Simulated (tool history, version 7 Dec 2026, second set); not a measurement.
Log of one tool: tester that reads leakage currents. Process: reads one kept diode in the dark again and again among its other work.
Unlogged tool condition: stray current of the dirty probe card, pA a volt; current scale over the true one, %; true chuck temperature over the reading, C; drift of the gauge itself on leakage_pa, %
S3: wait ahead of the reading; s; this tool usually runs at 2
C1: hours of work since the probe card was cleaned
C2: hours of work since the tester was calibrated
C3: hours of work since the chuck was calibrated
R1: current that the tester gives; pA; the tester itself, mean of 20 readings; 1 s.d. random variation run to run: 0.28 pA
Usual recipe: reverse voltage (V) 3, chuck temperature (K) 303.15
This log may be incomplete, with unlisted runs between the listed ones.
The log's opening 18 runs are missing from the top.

At hour 411.2: chuck's temperature calibrated, once more.
Run 19, hour 436.6: usual settings but chuck temperature (K) 302.15; C1 1736; C2 596; C3 15. Result: R1 86.8 pA.
Run 20, hour 466.8: usual settings but chuck temperature (K) 302.15; C1 1754; C2 615; C3 34. Result: R1 86.29 pA.
Run 21, hour 501.5: usual settings but chuck temperature (K) 309.15; C1 1776; C2 636; C3 55. Result: R1 141.19 pA.
Run 22, hour 525.4: usual settings but chuck temperature (K) 309.15; C1 1790; C2 650; C3 70. Result: R1 139.9 pA.
Run 23, hour 550.9: usual settings but chuck temperature (K) 309.15; C1 1806; C2 666; C3 85. Result: R1 140.81 pA.
Run 24, hour 570.8: usual settings but chuck temperature (K) 315.15, S3 0.4 s; C1 1818; C2 678; C3 97. Result: R1 211.73 pA.
Run 25, hour 598.2: usual settings but reverse voltage (V) 5.67, chuck temperature (K) 326.15, S3 3.06 s; C1 1835; C2 695; C3 114. Result: R1 582.65 pA.
Run 26, hour 612.3: usual settings but reverse voltage (V) 5.58, chuck temperature (K) 326.15, S3 4.41 s; C1 1843; C2 703; C3 123. Result: R1 576.17 pA.

Estimate the outcome of run 27 from the log above:
Run 27, hour 628.7: usual settings but reverse voltage (V) 5.58, chuck temperature (K) 326.15, S3 4.41 s; C1 1853; C2 713; C3 133. Result: R1 ?.

R1: 576.84 pA
Without the tool's hidden state the same run would have given R1 568.05 pA.

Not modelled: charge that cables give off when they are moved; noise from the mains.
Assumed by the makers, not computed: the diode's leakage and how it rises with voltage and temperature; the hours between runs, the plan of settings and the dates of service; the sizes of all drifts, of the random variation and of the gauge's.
